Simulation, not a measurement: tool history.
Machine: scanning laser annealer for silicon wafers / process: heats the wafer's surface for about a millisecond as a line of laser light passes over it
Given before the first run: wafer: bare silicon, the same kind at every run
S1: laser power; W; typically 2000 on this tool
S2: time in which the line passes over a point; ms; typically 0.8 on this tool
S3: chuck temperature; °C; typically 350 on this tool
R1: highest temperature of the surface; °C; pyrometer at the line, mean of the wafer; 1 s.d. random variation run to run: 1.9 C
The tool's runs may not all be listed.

| run | hour | S1 | S2 | S3 | R1 |
|---|---|---|---|---|---|
| 1 | 0 | 2000 | 0.8 | 350 | 1065 |
| 2 | 8.3 | 2000 | 0.8 | 350 | 1065 |
| 3 | 26.5 | 2000 | 0.8 | 350 | 1062 |
| 4 | 43.6 | 2000 | 0.8 | 350 | 1064 |
| 5 | 55.8 | 2000 | 0.8 | 319 | 1034 |
| 6 | 64.6 | 2000 | 0.8 | 319 | 1036 |
| 7 | 80.6 | 2000 | 0.8 | 319 | 1032 |
| 8 | 98.2 | 2000 | 0.8 | 319 | 1034 |
| 9 | 107.4 | 2000 | 0.8 | 319 | 1031 |
| 10 | 123.6 | 2000 | 0.756 | 319 | 1010 |

Forecast run 11:
| 11 | 136.7 | 1740 | 0.8 | 350 | ? |

{"run 11": {"R1": 957}}
On a tool with no hidden condition, and with the same random variation, this run would have come out at R1 984 °C.
